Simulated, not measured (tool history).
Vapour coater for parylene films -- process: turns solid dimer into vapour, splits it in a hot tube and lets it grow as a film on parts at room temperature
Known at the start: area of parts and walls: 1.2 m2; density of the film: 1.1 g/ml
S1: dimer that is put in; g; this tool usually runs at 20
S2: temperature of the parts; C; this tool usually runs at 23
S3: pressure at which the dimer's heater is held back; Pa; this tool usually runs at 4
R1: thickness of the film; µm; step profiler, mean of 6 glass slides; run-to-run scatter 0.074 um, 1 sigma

{"run": 1, "hour": 0.0, "S1": 20, "S2": 23, "S3": 4, "R1": 8.92}
{"run": 2, "hour": 40.6, "S1": 20, "S2": 34, "S3": 4, "R1": 5.32}
{"run": 3, "hour": 107.0, "S1": 20, "S2": 34, "S3": 4, "R1": 5.36}
{"run": 4, "hour": 139.5, "S1": 20, "S2": 34, "S3": 4, "R1": 5.39}
{"run": 5, "hour": 183.8, "S1": 20, "S2": 34, "S3": 4, "R1": 5.41}
{"run": 6, "hour": 246.4, "S1": 20, "S2": 34, "S3": 4, "R1": 5.31}
{"run": 7, "hour": 301.3, "S1": 20, "S2": 34, "S3": 4, "R1": 5.41}
{"run": 8, "hour": 370.6, "S1": 20, "S2": 34, "S3": 4, "R1": 5.32}
{"run": 9, "hour": 418.9, "S1": 20, "S2": 23, "S3": 4, "R1": 8.77}
{"run": 10, "hour": 459.3, "S1": 20, "S2": 23, "S3": 4, "R1": 8.88}
{"run": 11, "hour": 532.5, "S1": 20, "S2": 23, "S3": 4, "R1": 8.98}
{"run": 12, "hour": 575.7, "S1": 20, "S2": 23, "S3": 8.94, "R1": 7.88}
{"run": 13, "hour": 646.0, "S1": 20, "S2": 21, "S3": 8.94, "R1": 8.59}
{"hour": 691.6, "done": "trap's valve overhauled"}
{"run": 14, "hour": 700.9, "S1": 20, "S2": 29, "S3": 8.94, "R1": 5.95}
{"run": 15, "hour": 736.8, "S1": 20, "S2": 23, "S3": 4, "R1": 9.05}
{"run": 16, "hour": 768.0, "S1": 8, "S2": 23, "S3": 4, "R1": 3.59}
{"hour": 779.7, "done": "table's thermometer calibrated"}
{"run": 17, "hour": 840.6, "S1": 9, "S2": 23, "S3": 2.19, "R1": 4.34}
{"run": 18, "hour": 892.4, "S1": 20, "S2": 16, "S3": 7.42, "R1": 11.33}
{"run": 19, "hour": 967.8, "S1": 25, "S2": 16, "S3": 3.83, "R1": 15.63}
{"run": 20, "hour": 1027.3, "S1": 20, "S2": 23, "S3": 3.57, "R1": 9.14}
{"run": 21, "hour": 1075.2, "S1": 17, "S2": 24, "S3": 4, "R1": 7.26}
{"run": 22, "hour": 1124.3, "S1": 17, "S2": 24, "S3": 4, "R1": 7.21}
{"run": 23, "hour": 1162.6, "S1": 21, "S2": 18, "S3": 4, "R1": 11.58}
{"run": 24, "hour": 1195.2, "S1": 21, "S2": 18, "S3": 4, "R1": 11.66}
{"run": 25, "hour": 1259.1, "S1": 13, "S2": 20, "S3": 8.54, "R1": 5.84}
{"run": 26, "hour": 1318.2, "S1": 13, "S2": 20, "S3": 8.54, "R1": 5.92}

Estimate the outcome of run 27 from the log above:
{"run": 27, "hour": 1392.2, "S1": 12, "S2": 24, "S3": 3.04, "R1": "?"}

R1: 5.32 µm
If the tool had no hidden condition, the same run with the same run-to-run variation would have returned R1 5.35 µm.
